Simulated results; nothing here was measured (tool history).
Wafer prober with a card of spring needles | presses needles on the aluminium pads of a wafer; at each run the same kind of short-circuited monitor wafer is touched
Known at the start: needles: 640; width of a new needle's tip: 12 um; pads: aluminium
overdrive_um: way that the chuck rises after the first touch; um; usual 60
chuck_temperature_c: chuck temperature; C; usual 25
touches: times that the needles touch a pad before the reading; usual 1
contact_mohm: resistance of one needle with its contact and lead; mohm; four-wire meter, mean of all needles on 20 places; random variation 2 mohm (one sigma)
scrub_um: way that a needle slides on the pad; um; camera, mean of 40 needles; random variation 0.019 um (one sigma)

Run 1, day 0.000: usual settings. Result: contact_mohm 213 mohm, scrub_um 16.12 um.
At day 0.171: tips cleaned on abrasive film.
Run 2, day 0.358: usual settings. Result: contact_mohm 213 mohm, scrub_um 16.15 um.
Run 3, day 0.592: usual settings. Result: contact_mohm 212 mohm, scrub_um 16.15 um.
Run 4, day 0.971: usual settings. Result: contact_mohm 212 mohm, scrub_um 16.14 um.
At day 1.117: tips cleaned on abrasive film.
Run 5, day 1.246: usual settings. Result: contact_mohm 213 mohm, scrub_um 16.17 um.
Run 6, day 1.433: usual settings. Result: contact_mohm 214 mohm, scrub_um 16.16 um.
Run 7, day 1.746: usual settings. Result: contact_mohm 211 mohm, scrub_um 16.15 um.
Run 8, day 1.992: usual settings. Result: contact_mohm 212 mohm, scrub_um 16.19 um.
At day 2.067: tips cleaned on abrasive film.
Run 9, day 2.283: usual settings. Result: contact_mohm 210 mohm, scrub_um 16.18 um.
Run 10, day 2.529: usual settings. Result: contact_mohm 214 mohm, scrub_um 16.17 um.
Run 11, day 2.800: usual settings. Result: contact_mohm 214 mohm, scrub_um 16.20 um.
At day 3.000: tips cleaned on abrasive film.
Run 12, day 3.188: usual settings. Result: contact_mohm 210 mohm, scrub_um 16.16 um.
Run 13, day 3.400: usual settings but overdrive_um 67 um. Result: contact_mohm 213 mohm, scrub_um 18.10 um.
Run 14, day 3.675: usual settings but overdrive_um 67 um. Result: contact_mohm 212 mohm, scrub_um 18.10 um.
At day 3.942: tips cleaned on abrasive film.
Run 15, day 3.942: usual settings. Result: contact_mohm 214 mohm, scrub_um 16.22 um.
Run 16, day 4.250: usual settings. Result: contact_mohm 214 mohm, scrub_um 16.24 um.
Run 17, day 4.583: usual settings. Result: contact_mohm 210 mohm, scrub_um 16.23 um.
Run 18, day 4.854: usual settings. Result: contact_mohm 213 mohm, scrub_um 16.25 um.
At day 4.888: tips cleaned on abrasive film.
Run 19, day 5.175: usual settings. Result: contact_mohm 211 mohm, scrub_um 16.24 um.
Run 20, day 5.538: usual settings. Result: contact_mohm 212 mohm, scrub_um 16.24 um.
At day 5.833: tips cleaned on abrasive film.
Run 21, day 5.958: usual settings but overdrive_um 68 um, chuck_temperature_c 123 C. Result: contact_mohm 237 mohm, scrub_um 18.43 um.
Run 22, day 6.292: usual settings but overdrive_um 72 um, chuck_temperature_c 26 C, touches 2. Result: contact_mohm 214 mohm, scrub_um 19.54 um.
Run 23, day 6.546: usual settings but overdrive_um 72 um, chuck_temperature_c 26 C, touches 2. Result: contact_mohm 212 mohm, scrub_um 19.56 um.
At day 6.762: tips cleaned on abrasive film.
Run 24, day 6.788: usual settings but overdrive_um 72 um, chuck_temperature_c 26 C, touches 2. Result: contact_mohm 215 mohm, scrub_um 19.53 um.
Run 25, day 7.029: usual settings but overdrive_um 42 um, chuck_temperature_c 38 C. Result: contact_mohm 219 mohm, scrub_um 11.41 um.
Run 26, day 7.204: usual settings but overdrive_um 70 um, chuck_temperature_c 38 C. Result: contact_mohm 217 mohm, scrub_um 18.98 um.
Run 27, day 7.583: usual settings but overdrive_um 70 um, chuck_temperature_c 38 C, touches 2. Result: contact_mohm 211 mohm, scrub_um 18.99 um.
At day 7.704: tips cleaned on abrasive film.
Run 28, day 7.962: usual settings but overdrive_um 46 um, chuck_temperature_c 38 C, touches 2. Result: contact_mohm 219 mohm, scrub_um 12.48 um.
Run 29, day 8.292: usual settings but overdrive_um 79 um, chuck_temperature_c 98 C, touches 3. Result: contact_mohm 228 mohm, scrub_um 21.48 um.
At day 8.642: tips cleaned on abrasive film.
Run 30, day 8.708: usual settings but overdrive_um 79 um, chuck_temperature_c 98 C, touches 3. Result: contact_mohm 231 mohm, scrub_um 21.52 um.
At day 8.821: height of the first contact set anew.
Run 31, day 9.071: usual settings but overdrive_um 46 um, chuck_temperature_c 98 C, touches 2. Result: contact_mohm 230 mohm, scrub_um 12.51 um.
Run 32, day 9.329: usual settings but touches 2. Result: contact_mohm 213 mohm, scrub_um 16.33 um.
At day 9.583: tips cleaned on abrasive film.
Run 33, day 9.592: usual settings. Result: contact_mohm 209 mohm, scrub_um 16.34 um.
Run 34, day 9.942: usual settings but overdrive_um 65 um, touches 3. Result: contact_mohm 209 mohm, scrub_um 17.69 um.
Run 35, day 10.208: usual settings but overdrive_um 66 um, chuck_temperature_c 72 C. Result: contact_mohm 223 mohm, scrub_um 17.99 um.

Hidden state or all else? Some run-to-run changes of scrub_um, split into what the settings, what came in and random variation would give without the hidden state, and what is left for the hidden state (with any gauge scatter that isn't in both results):
The hidden state here: debris on the tips, nm; way that the needles fall short of the set height, um; tips' diameter, um; drift of the gauge itself on contact_mohm, %; drift of the gauge itself on scrub_um, %.
Run 24 -> 25: overdrive_um 72 -> 42, chuck_temperature_c 26 -> 38, touches 2 -> 1. scrub_um -8.12 um: hidden state -0.07, all else -8.05.
Run 28 -> 29: overdrive_um 46 -> 79, chuck_temperature_c 38 -> 98, touches 2 -> 3. scrub_um +9.00 um: hidden state +0.10, all else +8.90.
Run 30 -> 31: overdrive_um 79 -> 46, touches 3 -> 2, height of the first contact set anew. scrub_um -9.01 um: hidden state -0.10, all else -8.91.

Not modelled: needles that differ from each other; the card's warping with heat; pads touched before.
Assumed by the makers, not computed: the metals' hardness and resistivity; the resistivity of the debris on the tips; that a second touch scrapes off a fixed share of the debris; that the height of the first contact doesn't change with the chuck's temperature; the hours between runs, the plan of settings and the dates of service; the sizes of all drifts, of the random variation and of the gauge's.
